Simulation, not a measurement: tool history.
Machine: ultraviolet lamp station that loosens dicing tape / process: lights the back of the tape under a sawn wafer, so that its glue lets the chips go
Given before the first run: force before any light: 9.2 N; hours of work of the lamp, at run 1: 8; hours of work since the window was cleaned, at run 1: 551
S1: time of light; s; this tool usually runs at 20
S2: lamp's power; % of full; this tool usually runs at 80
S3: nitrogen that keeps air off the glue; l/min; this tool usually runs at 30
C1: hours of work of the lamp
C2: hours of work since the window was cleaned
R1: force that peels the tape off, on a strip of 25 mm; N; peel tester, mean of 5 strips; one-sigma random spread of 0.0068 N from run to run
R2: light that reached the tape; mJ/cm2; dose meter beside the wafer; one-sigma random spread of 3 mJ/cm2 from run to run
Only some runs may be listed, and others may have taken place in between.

run	hour	S1	S2	S3	C1	C2	R1	R2
1	0	20	80	30	8	551	0.232	442
2	45.4	20	80	29	39	583	0.239	451
3	82.6	20	80	29	66	609	0.229	444
4	115.1	20	80	30	88	632	0.241	446
5	162.3	20	80	30	121	665	0.24	447
# hour 192.4: window cleaned of glue's vapour
6	204.6	20	80	30	151	9	0.237	456
7	263.5	20	68	30	192	50	0.344	381
8	331.7	20	68	30	240	98	0.348	377
9	386.1	32	83	30	278	136	0.109	738
10	438.9	18	77	26	315	173	0.366	391
11	477.3	31	70	17	342	200	0.185	605
12	529.2	27	71	14	378	236	0.268	533
13	572.8	27	71	14	409	267	0.271	532
14	627.2	11	73	14	447	305	1.789	226
15	659.5	11	73	14	470	327	1.807	220

Estimate the outcome of run 16 from the log above:
16	709.5	25	83	19	505	362	?	?

R1: 0.184 N
R2: 576 mJ/cm2
With no hidden state in the tool, this same run would have given R1 0.183 N, R2 578 mJ/cm2.
